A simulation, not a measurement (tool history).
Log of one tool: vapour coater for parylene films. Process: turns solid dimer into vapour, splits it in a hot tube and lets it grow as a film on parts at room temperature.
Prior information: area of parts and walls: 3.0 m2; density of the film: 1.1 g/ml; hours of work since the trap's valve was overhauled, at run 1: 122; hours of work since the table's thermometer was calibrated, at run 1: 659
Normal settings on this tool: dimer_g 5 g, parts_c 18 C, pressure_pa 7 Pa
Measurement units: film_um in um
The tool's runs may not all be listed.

run   hour  dimer_g  parts_c  pressure_pa  hours of work since the trap's valve was overhauled  hours of work since the table's thermometer was calibrated  film_um
  1      0        5       18            7                                                  122                                                         659    0.871
  2     29        5       18         6.67                                                  142                                                         679    0.867
  3   45.6        3       18            7                                                  153                                                         690    0.514
  4   68.1        3       18            7                                                  169                                                         706    0.512
  5   84.9        3       18            7                                                  181                                                         718    0.512
  6  106.5        3       18            7                                                  196                                                         733    0.517
  7  120.4        5       18            7                                                  206                                                         742    0.855
  8  152.7        5       18        11.07                                                  228                                                         765     0.83
  9  174.1        5       15            7                                                  243                                                         780    0.917
 10    190        5       15            7                                                  254                                                         791    0.926
 11  217.5        5       15            7                                                  273                                                         810    0.921
 12  232.7        5       15            7                                                  284                                                         821    0.919
 13    247        5       15            7                                                  294                                                         830    0.921
 14  277.6        5       18            7                                                  315                                                         852    0.836
 15  306.3        5       18            7                                                  335                                                         872    0.831
     323.6  -- trap's valve overhauled
 16  332.5        5       18            7                                                    6                                                         887    0.889
 17  346.8        5       18            7                                                   16                                                         897     0.88
 18  365.7        5       18            7                                                   29                                                         910    0.875
 19  397.4        5       18            7                                                   51                                                         932     0.87
 20  413.6        5       18            7                                                   63                                                         944     0.87
 21  432.6        5       18            7                                                   76                                                         957    0.867
 22  452.7        5       18            7                                                   90                                                         971    0.872
 23  485.2        5       18            7                                                  113                                                         994    0.864
 24  516.4        7       10         2.43                                                  134                                                        1015    1.645
 25  536.9        3       19         8.13                                                  149                                                        1030    0.497
     540.3  -- table's thermometer calibrated
 26  565.4        7       21         8.13                                                  168                                                          17    1.062
 27  581.8        5       18            7                                                  179                                                          29    0.841
 28  607.3        5       18            7                                                  197                                                          47    0.835
 29  625.2        2       18         8.41                                                  209                                                          59    0.322
     631.4  -- table's thermometer calibrated, once more
 30  651.4        6       15         8.41                                                  227                                                          14    1.117
 31  683.7        5       20         2.93                                                  249                                                          36    0.848
 32  697.1        7       12         2.93                                                  259                                                          46    1.514
 33  725.2        7       12         2.93                                                  278                                                          65     1.51
 34  752.7        7       12         2.93                                                  297                                                          84    1.504
 35  783.2        7       12         2.93                                                  319                                                         106    1.496
 36  807.4        2       10         3.47                                                  335                                                         123    0.439
     823.8  -- trap's valve overhauled
 37  843.2        6       16         2.23                                                   13                                                         145    1.225
 38  861.8        6       16         2.23                                                   26                                                         158    1.223
 39  876.3        6       16         2.23                                                   36                                                         168    1.217
 40  904.3        6       16         2.23                                                   56                                                         187    1.207
 41    918        6       16         2.23                                                   66                                                         197    1.204
 42    932        6       16         2.23                                                   75                                                         207    1.205
 43  959.6        4       16         8.92                                                   95                                                         226     0.73
 44  972.9        4       16         8.92                                                  104                                                         235    0.727

Below are 4 alternative next runs, each starting from the tool's condition after run 44. Predict each:
  A   989        3       21         2.19                                                  115                                                         246        ?
  B   989        4       16          7.6                                                  115                                                         246        ?
  C   989        6       16          2.2                                                  115                                                         246        ?
  D   989        2       13         2.25                                                  115                                                         246        ?

run  film_um
  A    0.511
  B    0.736
  C    1.199
  D     0.44
With no hidden state in the tool, these same runs would have given:
run  film_um
  A     0.53
  B    0.762
  C    1.242
  D    0.456
